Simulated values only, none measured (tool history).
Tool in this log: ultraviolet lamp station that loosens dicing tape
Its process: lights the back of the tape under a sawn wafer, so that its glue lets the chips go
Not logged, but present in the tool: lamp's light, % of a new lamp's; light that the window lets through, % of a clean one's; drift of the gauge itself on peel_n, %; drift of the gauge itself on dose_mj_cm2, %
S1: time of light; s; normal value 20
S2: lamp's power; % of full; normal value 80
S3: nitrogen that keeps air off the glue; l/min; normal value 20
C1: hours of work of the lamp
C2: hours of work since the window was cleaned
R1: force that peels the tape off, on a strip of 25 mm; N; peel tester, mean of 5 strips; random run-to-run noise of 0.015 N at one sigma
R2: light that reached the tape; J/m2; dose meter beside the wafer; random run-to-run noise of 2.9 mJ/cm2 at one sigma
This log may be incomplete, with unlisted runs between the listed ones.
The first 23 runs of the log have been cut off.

run 24 hour=362.6 | S1=19 S2=73 S3=20 | C1=383 C2=208 | R1=1.334 R2=3000
run 25 hour=378.1 | S1=20 S2=90 S3=14 | C1=393 C2=218 | R1=0.962 R2=3930
run 26 hour=394.0 | S1=24 S2=99 S3=14 | C1=403 C2=228 | R1=0.572 R2=5060
run 27 hour=411.8 | S1=20 S2=80 S3=19 | C1=415 C2=240 | R1=1.056 R2=3390
run 28 hour=423.3 | S1=20 S2=80 S3=19 | C1=423 C2=247 | R1=1.057 R2=3370
run 29 hour=433.3 | S1=20 S2=93 S3=19 | C1=429 C2=254 | R1=0.854 R2=3920
run 30 hour=451.5 | S1=20 S2=79 S3=20 | C1=441 C2=266 | R1=1.134 R2=3300
run 31 hour=474.0 | S1=11 S2=80 S3=20 | C1=456 C2=281 | R1=2.701 R2=1800
run 32 hour=484.3 | S1=11 S2=80 S3=20 | C1=462 C2=287 | R1=2.681 R2=1790
run 33 hour=501.9 | S1=30 S2=69 S3=38 | C1=474 C2=299 | R1=0.599 R2=4180

Below are 5 alternative next runs, each starting from the tool's condition after run 33. Predict each:
run A hour=522.9 | S1=25 S2=63 S3=8 | C1=488 C2=312 | R1=? R2=?
run B hour=522.9 | S1=20 S2=70 S3=15 | C1=488 C2=312 | R1=? R2=?
run C hour=522.9 | S1=14 S2=76 S3=21 | C1=488 C2=312 | R1=? R2=?
run D hour=522.9 | S1=12 S2=81 S3=38 | C1=488 C2=312 | R1=? R2=?
run E hour=522.9 | S1=30 S2=78 S3=9 | C1=488 C2=312 | R1=? R2=?

run=A R1=1.727 R2=3160
run=B R1=1.611 R2=2820
run=C R1=2.189 R2=2180
run=D R1=2.016 R2=1930
run=E R1=0.816 R2=4700
Without the tool's unlogged condition, the same runs would have read:
run=A R1=1.117 R2=4140
run=B R1=1.032 R2=3690
run=C R1=1.488 R2=2850
run=D R1=1.370 R2=2540
run=E R1=0.498 R2=6160

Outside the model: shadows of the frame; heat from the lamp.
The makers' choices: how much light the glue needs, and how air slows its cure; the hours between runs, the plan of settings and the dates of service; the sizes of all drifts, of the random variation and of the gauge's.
